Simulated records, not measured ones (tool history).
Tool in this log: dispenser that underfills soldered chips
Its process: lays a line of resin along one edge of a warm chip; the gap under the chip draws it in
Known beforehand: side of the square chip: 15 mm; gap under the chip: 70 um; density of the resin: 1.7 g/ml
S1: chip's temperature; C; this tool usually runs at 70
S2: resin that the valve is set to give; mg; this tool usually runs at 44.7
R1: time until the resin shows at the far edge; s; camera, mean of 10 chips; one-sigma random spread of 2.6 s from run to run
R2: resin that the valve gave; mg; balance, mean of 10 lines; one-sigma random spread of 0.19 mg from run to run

run	hour	S1	S2	R1	R2
1	0.0	70	44.7	370.3	42.64
# hour 3.5: new syringe of resin
2	5.0	70	44.7	275.9	42.48
# hour 7.0: dispensing valve cleaned and set on the balance
3	8.0	70	47.5	281.0	47.39
4	12.2	70	47.5	323.0	47.53
5	15.6	70	47.5	346.1	46.98
# hour 19.3: new syringe of resin
6	19.7	70	47.5	257.3	47.22
7	22.7	70	47.5	282.1	47.06
8	25.0	73	47.5	263.2	47.21
9	27.8	73	47.5	283.9	46.92
10	31.8	70	44.7	365.3	43.96
# hour 34.0: new syringe of resin
11	36.5	70	44.7	269.8	43.92
12	41.2	70	44.7	314.8	43.66
13	44.7	70	44.7	349.1	44.16
14	46.9	70	44.7	365.5	44.03
# hour 48.8: new syringe of resin
15	49.2	70	44.7	259.3	43.87
16	53.8	70	44.7	299.4	43.70
17	58.6	70	44.7	340.1	43.41
18	62.6	70	44.7	378.0	43.76
# hour 63.6: new syringe of resin
19	66.5	68	43.9	304.1	42.50
20	69.7	74	39.3	257.1	38.13
21	74.5	65	44.7	440.6	43.53
22	77.0	82	46.8	220.3	45.46
# hour 78.4: new syringe of resin
23	81.1	85	47.7	137.1	46.41
24	84.7	70	51.0	298.8	49.25
25	87.4	64	46.4	427.4	45.19
26	91.6	65	51.4	452.6	49.92
# hour 93.2: new syringe of resin
27	95.0	65	51.4	332.5	49.75
28	99.8	65	51.4	371.6	49.05
29	102.4	62	52.4	473.5	50.21
30	105.4	61	39.7	553.9	38.13
# hour 107.9: new syringe of resin
31	109.2	57	39.0	489.8	37.45
32	112.7	57	39.0	542.1	37.46
33	115.5	72	40.8	292.1	38.96
# hour 119.0: dispensing valve cleaned and set on the balance
34	120.8	72	40.8	330.2	40.96
35	122.8	72	40.8	348.8	40.94

Below, each run's measurement less what the same run would have read without the hidden state. Both values contain the same run-to-run variation, but the gauge's scatter may not be the same in both:
The hidden state here: resin's viscosity, % of fresh resin's; dose that the valve gives, % of what is set; true chip temperature over the reading, C; drift of the gauge itself on fill_s, %; drift of the gauge itself on given_mg, %.
run	R1	R2
1	+106.6	-1.94
2	+8.5	-2.02
3	+22.6	-0.17
4	+59.9	-0.24
5	+90.3	-0.30
6	-3.3	-0.38
7	+20.1	-0.44
8	+34.0	-0.48
9	+56.0	-0.53
10	+103.9	-0.57
11	+14.1	-0.64
12	+53.5	-0.72
13	+87.3	-0.79
14	+108.0	-0.83
15	-4.0	-0.86
16	+33.0	-0.94
17	+76.1	-1.02
18	+116.4	-1.10
19	+18.1	-1.13
20	+37.2	-1.06
21	+111.2	-1.30
22	+67.0	-1.40
23	+5.7	-1.51
24	+39.0	-1.68
25	+83.5	-1.58
26	+129.6	-1.83
27	+3.8	-1.89
28	+51.9	-1.96
29	+95.2	-2.06
30	+150.1	-1.62
31	+2.5	-1.64
32	+54.2	-1.70
33	+50.4	-1.81
34	+86.3	+0.16
35	+105.2	+0.12

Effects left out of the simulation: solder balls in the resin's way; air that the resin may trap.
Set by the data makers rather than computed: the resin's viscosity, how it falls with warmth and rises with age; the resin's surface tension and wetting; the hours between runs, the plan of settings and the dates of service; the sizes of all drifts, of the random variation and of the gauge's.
